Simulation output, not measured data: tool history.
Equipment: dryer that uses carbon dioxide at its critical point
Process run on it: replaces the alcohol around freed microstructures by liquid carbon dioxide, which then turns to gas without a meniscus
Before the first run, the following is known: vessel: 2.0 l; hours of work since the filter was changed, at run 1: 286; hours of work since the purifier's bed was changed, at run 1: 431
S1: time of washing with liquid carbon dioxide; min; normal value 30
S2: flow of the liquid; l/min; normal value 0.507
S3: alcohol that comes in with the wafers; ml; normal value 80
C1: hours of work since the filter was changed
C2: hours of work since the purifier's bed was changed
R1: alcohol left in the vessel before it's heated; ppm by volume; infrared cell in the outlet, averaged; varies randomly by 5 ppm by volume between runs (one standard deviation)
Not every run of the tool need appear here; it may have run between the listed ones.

run 1 hour=0 | S1=30 S2=0.507 S3=80 | C1=286 C2=431 | R1=66
run 2 hour=35.2 | S1=30 S2=0.507 S3=39 | C1=297 C2=443 | R1=60
run 3 hour=90.6 | S1=44 S2=0.507 S3=80 | C1=316 C2=461 | R1=31
run 4 hour=117.8 | S1=44 S2=0.507 S3=80 | C1=325 C2=471 | R1=39
run 5 hour=140.7 | S1=30 S2=0.507 S3=24 | C1=333 C2=478 | R1=46
run 6 hour=190.2 | S1=30 S2=0.507 S3=24 | C1=350 C2=495 | R1=50
run 7 hour=221.8 | S1=30 S2=0.507 S3=22 | C1=361 C2=506 | R1=46
run 8 hour=276.6 | S1=37 S2=0.507 S3=80 | C1=379 C2=524 | R1=55
run 9 hour=312.9 | S1=37 S2=0.507 S3=80 | C1=392 C2=537 | R1=56
run 10 hour=337.6 | S1=37 S2=0.507 S3=80 | C1=400 C2=545 | R1=54
run 11 hour=393.6 | S1=37 S2=0.507 S3=80 | C1=419 C2=564 | R1=60
run 12 hour=445 | S1=46 S2=0.692 S3=85 | C1=436 C2=581 | R1=48
run 13 hour=483.1 | S1=46 S2=0.692 S3=52 | C1=449 C2=594 | R1=56
run 14 hour=535.9 | S1=46 S2=0.753 S3=25 | C1=467 C2=612 | R1=58
run 15 hour=560.2 | S1=46 S2=0.753 S3=25 | C1=475 C2=620 | R1=45
run 16 hour=614.3 | S1=46 S2=0.753 S3=25 | C1=494 C2=639 | R1=50
run 17 hour=654.5 | S1=46 S2=0.753 S3=25 | C1=507 C2=652 | R1=54
run 18 hour=699.8 | S1=28 S2=0.337 S3=105 | C1=523 C2=668 | R1=663
run 19 hour=731.3 | S1=28 S2=0.337 S3=105 | C1=533 C2=678 | R1=673

Branching from run 19: 4 alternative next runs. What would each branch give?
run A hour=778.2 | S1=23 S2=0.507 S3=36 | C1=549 C2=694 | R1=?
run B hour=778.2 | S1=28 S2=0.723 S3=105 | C1=549 C2=694 | R1=?
run C hour=778.2 | S1=29 S2=0.318 S3=52 | C1=549 C2=694 | R1=?
run D hour=778.2 | S1=35 S2=0.781 S3=61 | C1=549 C2=694 | R1=?

run=A R1=132
run=B R1=59
run=C R1=364
run=D R1=54
Take away the tool's hidden state, keep each run's random variation, and the runs would have read:
run=A R1=62
run=B R1=8
run=C R1=251
run=D R1=4
